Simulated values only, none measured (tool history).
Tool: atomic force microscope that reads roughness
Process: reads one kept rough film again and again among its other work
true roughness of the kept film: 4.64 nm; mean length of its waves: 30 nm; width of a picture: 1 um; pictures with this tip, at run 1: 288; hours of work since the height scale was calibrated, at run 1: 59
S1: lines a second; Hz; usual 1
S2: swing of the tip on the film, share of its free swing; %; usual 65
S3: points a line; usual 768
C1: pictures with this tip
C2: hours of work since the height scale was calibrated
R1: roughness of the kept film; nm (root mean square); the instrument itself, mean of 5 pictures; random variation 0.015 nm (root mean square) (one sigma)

Run 1, hour 0: usual settings; C1 288; C2 59. Result: R1 2.95 nm (root mean square).
Run 2, hour 15.9: usual settings; C1 309; C2 67. Result: R1 2.925 nm (root mean square).
Run 3, hour 25.9: usual settings; C1 321; C2 72. Result: R1 2.899 nm (root mean square).
Run 4, hour 35.5: usual settings; C1 334; C2 77. Result: R1 2.846 nm (root mean square).
Run 5, hour 55.4: usual settings; C1 360; C2 88. Result: R1 2.837 nm (root mean square).
At hour 59.1: new tip fitted.
Run 6, hour 71: usual settings; C1 15; C2 96. Result: R1 3.593 nm (root mean square).
Run 7, hour 88.3: usual settings; C1 38; C2 105. Result: R1 3.553 nm (root mean square).
Run 8, hour 104.3: usual settings; C1 59; C2 114. Result: R1 3.481 nm (root mean square).
Run 9, hour 123.5: usual settings; C1 83; C2 124. Result: R1 3.435 nm (root mean square).
Run 10, hour 134.1: usual settings; C1 97; C2 130. Result: R1 3.385 nm (root mean square).
Run 11, hour 151.7: usual settings; C1 120; C2 139. Result: R1 3.346 nm (root mean square).
Run 12, hour 163.6: usual settings; C1 135; C2 145. Result: R1 3.28 nm (root mean square).
Run 13, hour 180.2: usual settings; C1 157; C2 154. Result: R1 3.246 nm (root mean square).
Run 14, hour 193.9: usual settings; C1 175; C2 161. Result: R1 3.204 nm (root mean square).
Run 15, hour 205.5: usual settings; C1 190; C2 167. Result: R1 3.165 nm (root mean square).
Run 16, hour 225.3: usual settings; C1 215; C2 178. Result: R1 3.141 nm (root mean square).
Run 17, hour 242.8: usual settings; C1 238; C2 187. Result: R1 3.082 nm (root mean square).
Run 18, hour 259.7: usual settings; C1 260; C2 196. Result: R1 3.013 nm (root mean square).
Run 19, hour 269.4: usual settings; C1 273; C2 201. Result: R1 3.021 nm (root mean square).
Run 20, hour 286.3: usual settings; C1 295; C2 210. Result: R1 2.959 nm (root mean square).
Run 21, hour 294.9: usual settings; C1 306; C2 215. Result: R1 2.926 nm (root mean square).
Run 22, hour 306.5: usual settings; C1 321; C2 221. Result: R1 2.928 nm (root mean square).
Run 23, hour 324: usual settings; C1 343; C2 230. Result: R1 2.878 nm (root mean square).
At hour 340.4: new tip fitted.
Run 24, hour 345.3: usual settings; C1 6; C2 241. Result: R1 3.654 nm (root mean square).
Run 25, hour 355.8: usual settings; C1 20; C2 247. Result: R1 3.6 nm (root mean square).
Run 26, hour 372.5: usual settings; C1 42; C2 256. Result: R1 3.545 nm (root mean square).
Run 27, hour 386.4: usual settings but S2 55 %, S3 788; C1 60; C2 263. Result: R1 3.6 nm (root mean square).
Run 28, hour 401.7: usual settings but S2 58 %, S3 337; C1 80; C2 271. Result: R1 3.496 nm (root mean square).
Run 29, hour 412.3: usual settings but S1 2.91 Hz, S3 718; C1 93; C2 277. Result: R1 3.176 nm (root mean square).
Run 30, hour 428: usual settings but S1 2.26 Hz, S2 75 %, S3 777; C1 114; C2 285. Result: R1 2.962 nm (root mean square).
Run 31, hour 444.5: usual settings but S2 57 %; C1 135; C2 294. Result: R1 3.383 nm (root mean square).
Run 32, hour 460.5: usual settings but S2 82 %, S3 285; C1 156; C2 302. Result: R1 3.015 nm (root mean square).
Run 33, hour 480.7: usual settings but S1 1.53 Hz, S2 75 %, S3 982; C1 182; C2 313. Result: R1 2.991 nm (root mean square).
Run 34, hour 491.8: usual settings but S1 0.93 Hz, S2 85 %, S3 982; C1 196; C2 319. Result: R1 2.945 nm (root mean square).
Run 35, hour 506: usual settings but S1 1.09 Hz, S2 77 %, S3 1001; C1 215; C2 326. Result: R1 2.98 nm (root mean square).
Run 36, hour 517.4: usual settings but S1 0.71 Hz, S2 79 %, S3 306; C1 230; C2 332. Result: R1 2.992 nm (root mean square).
Run 37, hour 533.8: usual settings but S1 1.13 Hz, S2 73 %, S3 474; C1 251; C2 341. Result: R1 2.946 nm (root mean square).
Run 38, hour 547.5: usual settings but S1 1.13 Hz, S2 86 %, S3 921; C1 268; C2 348. Result: R1 2.708 nm (root mean square).
Run 39, hour 559.2: usual settings but S1 1.13 Hz, S2 86 %, S3 921; C1 284; C2 355. Result: R1 2.657 nm (root mean square).
Run 40, hour 574.4: usual settings but S3 284; C1 303; C2 363. Result: R1 2.925 nm (root mean square).
Run 41, hour 583.7: usual settings but S1 0.59 Hz, S2 84 %, S3 416; C1 315; C2 368. Result: R1 2.827 nm (root mean square).
Run 42, hour 598.1: usual settings but S1 0.59 Hz, S2 84 %, S3 416; C1 334; C2 375. Result: R1 2.806 nm (root mean square).
Run 43, hour 617.9: usual settings but S1 0.64 Hz, S2 73 %, S3 267; C1 360; C2 386. Result: R1 2.799 nm (root mean square).
At hour 621.8: new tip fitted.
Run 44, hour 633.5: usual settings but S1 0.64 Hz, S2 73 %, S3 267; C1 15; C2 394. Result: R1 3.561 nm (root mean square).
Run 45, hour 645.6: usual settings but S1 0.64 Hz, S2 73 %, S3 686; C1 31; C2 400. Result: R1 3.558 nm (root mean square).
Run 46, hour 665.3: usual settings but S1 0.64 Hz, S2 73 %, S3 686; C1 57; C2 410. Result: R1 3.462 nm (root mean square).
Run 47, hour 677: usual settings but S1 0.64 Hz, S2 73 %, S3 686; C1 72; C2 417. Result: R1 3.455 nm (root mean square).
Run 48, hour 686.5: usual settings but S1 0.64 Hz, S2 73 %, S3 686; C1 84; C2 422. Result: R1 3.405 nm (root mean square).
Run 49, hour 699.2: usual settings but S1 0.64 Hz, S2 73 %, S3 686; C1 101; C2 428. Result: R1 3.369 nm (root mean square).
Run 50, hour 711.4: usual settings but S1 1.49 Hz, S2 55 %, S3 377; C1 116; C2 435. Result: R1 3.349 nm (root mean square).
Run 51, hour 723: usual settings but S1 1.49 Hz, S2 55 %, S3 377; C1 131; C2 441. Result: R1 3.324 nm (root mean square).
Run 52, hour 739.4: usual settings but S1 1.7 Hz, S2 64 %, S3 299; C1 153; C2 450. Result: R1 3.107 nm (root mean square).

Hidden state or all else? Some run-to-run changes of R1, split into what the settings, what came in and random variation would give without the hidden state, and what is left for the hidden state (with any gauge scatter that isn't in both results):
The hidden state here: radius of the tip, nm; height scale over the true one, %; drift of the gauge itself on roughness_nm, %.
Run 5 -> 6: new tip fitted. R1 +0.756 nm (root mean square): hidden state +0.786, all else -0.03.
Run 23 -> 24: new tip fitted. R1 +0.776 nm (root mean square): hidden state +0.783, all else -0.007.
Run 43 -> 44: new tip fitted. R1 +0.762 nm (root mean square): hidden state +0.744, all else +0.018.
